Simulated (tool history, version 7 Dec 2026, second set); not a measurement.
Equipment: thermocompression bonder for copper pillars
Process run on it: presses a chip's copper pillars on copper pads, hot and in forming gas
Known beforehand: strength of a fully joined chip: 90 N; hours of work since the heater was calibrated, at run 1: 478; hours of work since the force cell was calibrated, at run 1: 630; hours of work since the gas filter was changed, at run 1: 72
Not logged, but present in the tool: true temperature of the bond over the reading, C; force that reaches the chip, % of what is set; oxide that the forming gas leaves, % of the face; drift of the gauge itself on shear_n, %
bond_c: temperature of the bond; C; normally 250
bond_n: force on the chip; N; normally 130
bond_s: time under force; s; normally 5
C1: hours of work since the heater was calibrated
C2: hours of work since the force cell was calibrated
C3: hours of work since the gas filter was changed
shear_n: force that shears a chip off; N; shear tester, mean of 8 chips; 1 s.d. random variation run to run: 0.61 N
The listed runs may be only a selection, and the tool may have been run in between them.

Run 1, day 0: usual settings; C1 478; C2 630; C3 72. Result: shear_n 33 N.
Run 2, day 1.021: usual settings but bond_s 12 s; C1 495; C2 647; C3 89. Result: shear_n 44.7 N.
Run 3, day 3.346: usual settings but bond_n 178 N; C1 534; C2 686; C3 128. Result: shear_n 38.9 N.
Run 4, day 5.596: usual settings; C1 572; C2 724; C3 166. Result: shear_n 30.8 N.
At day 6.412: force cell calibrated.
Run 5, day 6.642: usual settings; C1 588; C2 4; C3 183. Result: shear_n 29.6 N.
Run 6, day 8.904: usual settings but bond_c 237 C; C1 626; C2 42; C3 221. Result: shear_n 22.3 N.
At day 9.238: forming gas filter changed.
Run 7, day 9.929: usual settings but bond_c 237 C; C1 643; C2 59; C3 12. Result: shear_n 26 N.
Run 8, day 11.312: usual settings but bond_c 237 C; C1 666; C2 82; C3 35. Result: shear_n 26 N.
Run 9, day 12.746: usual settings but bond_c 237 C; C1 691; C2 106; C3 59. Result: shear_n 25.3 N.
Run 10, day 14.629: usual settings but bond_c 251 C; C1 722; C2 138; C3 91. Result: shear_n 31.7 N.
Run 11, day 16.633: usual settings but bond_c 251 C; C1 756; C2 171; C3 124. Result: shear_n 30.3 N.
Run 12, day 18.058: usual settings but bond_n 172 N; C1 780; C2 196; C3 148. Result: shear_n 35 N.
Run 13, day 19.125: usual settings but bond_n 93 N; C1 798; C2 213; C3 166. Result: shear_n 24.2 N.
Run 14, day 20.283: usual settings but bond_s 4 s; C1 817; C2 233; C3 186. Result: shear_n 26.7 N.
Run 15, day 21.675: usual settings but bond_s 4 s; C1 841; C2 256; C3 209. Result: shear_n 26.4 N.
At day 22.692: forming gas filter changed.
Run 16, day 22.846: usual settings but bond_s 4 s; C1 860; C2 276; C3 3. Result: shear_n 29.3 N.
Run 17, day 24.5: usual settings but bond_s 4 s; C1 888; C2 303; C3 30. Result: shear_n 29.7 N.
Run 18, day 26.317: usual settings but bond_s 4 s; C1 918; C2 334; C3 61. Result: shear_n 28.8 N.
Run 19, day 28.533: usual settings but bond_s 4 s; C1 956; C2 371; C3 98. Result: shear_n 26.8 N.
Run 20, day 29.817: usual settings but bond_c 260 C, bond_n 165 N, bond_s 3 s; C1 977; C2 393; C3 120. Result: shear_n 33.3 N.
Run 21, day 32.125: usual settings but bond_c 260 C, bond_n 165 N, bond_s 3 s; C1 1016; C2 432; C3 159. Result: shear_n 33 N.
Run 22, day 33.188: usual settings but bond_c 272 C, bond_n 85 N, bond_s 10 s; C1 1034; C2 450; C3 176. Result: shear_n 38.7 N.
Run 23, day 35.292: usual settings but bond_c 272 C, bond_n 84 N, bond_s 10 s; C1 1069; C2 485; C3 212. Result: shear_n 38.7 N.
At day 36.171: forming gas filter changed.
Run 24, day 37.05: usual settings but bond_c 235 C, bond_n 94 N, bond_s 12 s; C1 1099; C2 514; C3 15. Result: shear_n 28.4 N.
Run 25, day 39.346: usual settings but bond_c 240 C, bond_s 6 s; C1 1137; C2 553; C3 53. Result: shear_n 28.2 N.
Run 26, day 40.646: usual settings but bond_c 240 C, bond_s 6 s; C1 1159; C2 575; C3 75. Result: shear_n 29.3 N.
Run 27, day 42.038: usual settings but bond_c 258 C, bond_n 90 N; C1 1183; C2 598; C3 99. Result: shear_n 26.9 N.
Run 28, day 43.071: usual settings but bond_c 258 C, bond_n 119 N, bond_s 4 s; C1 1200; C2 615; C3 116. Result: shear_n 29.8 N.
Run 29, day 45.325: usual settings but bond_c 258 C, bond_n 119 N; C1 1238; C2 653; C3 154. Result: shear_n 31.3 N.
Run 30, day 47.379: usual settings but bond_n 169 N, bond_s 6 s; C1 1272; C2 688; C3 189. Result: shear_n 35.7 N.
Run 31, day 48.312: usual settings but bond_c 242 C, bond_n 115 N, bond_s 4 s; C1 1288; C2 704; C3 204. Result: shear_n 20.7 N.
At day 49.675: forming gas filter changed.
At day 50.367: force cell calibrated.
Run 32, day 50.392: usual settings but bond_c 261 C; C1 1322; C2 0; C3 11. Result: shear_n 36.2 N.
Run 33, day 51.554: usual settings but bond_c 265 C, bond_n 89 N, bond_s 3 s; C1 1341; C2 20; C3 31. Result: shear_n 23.8 N.
Run 34, day 53.867: usual settings but bond_s 6 s; C1 1380; C2 59; C3 69. Result: shear_n 31.3 N.
Run 35, day 55.717: usual settings but bond_s 6 s; C1 1411; C2 90; C3 101. Result: shear_n 31 N.
Run 36, day 57.229: usual settings but bond_c 246 C, bond_n 136 N, bond_s 6 s; C1 1437; C2 115; C3 126. Result: shear_n 29.6 N.
Run 37, day 59.117: usual settings but bond_c 237 C; C1 1468; C2 147; C3 158. Result: shear_n 22.3 N.

Forecast each of these 5 alternatives for the next run:
Run A, day 61.425: usual settings but bond_c 237 C, bond_n 175 N; C1 1507; C2 186; C3 197. Result: shear_n ?.
Run B, day 61.425: usual settings but bond_c 236 C, bond_n 179 N, bond_s 14 s; C1 1507; C2 186; C3 197. Result: shear_n ?.
Run C, day 61.425: usual settings but bond_c 237 C, bond_n 90 N, bond_s 10 s; C1 1507; C2 186; C3 197. Result: shear_n ?.
Run D, day 61.425: usual settings but bond_c 234 C; C1 1507; C2 186; C3 197. Result: shear_n ?.
Run E, day 61.425: usual settings but bond_c 231 C; C1 1507; C2 186; C3 197. Result: shear_n ?.

run  shear_n
  A     26.8
  B       40
  C     22.3
  D     21.3
  E     19.2
Without the tool's hidden state the same runs would have given:
run  shear_n
  A     34.1
  B     49.8
  C     28.6
  D     27.2
  E     24.8

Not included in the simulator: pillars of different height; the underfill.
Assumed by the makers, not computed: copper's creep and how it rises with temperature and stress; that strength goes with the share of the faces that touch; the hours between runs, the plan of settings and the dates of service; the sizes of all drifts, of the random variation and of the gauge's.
